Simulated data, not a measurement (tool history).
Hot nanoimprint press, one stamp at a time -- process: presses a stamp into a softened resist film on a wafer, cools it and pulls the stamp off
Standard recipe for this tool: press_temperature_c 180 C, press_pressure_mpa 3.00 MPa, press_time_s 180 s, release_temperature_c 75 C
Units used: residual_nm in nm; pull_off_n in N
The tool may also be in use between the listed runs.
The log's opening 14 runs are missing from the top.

run,hour,press_temperature_c,press_pressure_mpa,press_time_s,release_temperature_c,residual_nm,pull_off_n
15,437.3,179,3.00,180,75,102.5,179
16,463.0,190,3.46,286,65,51.6,200
17,488.5,190,3.46,286,65,51.6,205
18,509.1,184,2.94,285,75,70.8,188
19,538.6,184,2.94,285,75,71.1,187
# hour 573.1: plate thermocouple calibrated
20,574.7,179,2.94,162,77,111.3,184
21,607.5,179,2.94,162,77,110.8,191
22,635.9,186,3.50,101,83,92.9,182
23,655.6,186,3.50,101,83,93.1,186
# hour 681.7: stamp cleaned and given a new release coat
24,705.6,188,2.23,122,75,100.0,170
# hour 724.4: press's hydraulic seals changed and the load cell set to zero
25,752.6,181,2.46,180,65,103.7,190
26,773.1,190,2.73,278,77,58.4,167
27,803.8,190,2.73,278,77,58.7,171
28,844.6,190,2.73,278,77,58.4,174
29,885.3,181,4.11,180,64,78.5,188
30,923.5,179,3.42,97,63,117.7,202

3 ways to go on from here, each from the tool as it stands after run 30. What would each give?
A,941.2,173,3.46,263,63,?,?
B,941.2,179,3.42,186,63,?,?
C,941.2,180,2.50,254,79,?,?

run,residual_nm,pull_off_n
A,104.4,203
B,92.6,210
C,93.0,174
Take away the tool's hidden state, keep each run's random variation, and the runs would have read:
run,residual_nm,pull_off_n
A,106.1,187
B,94.0,193
C,94.6,161
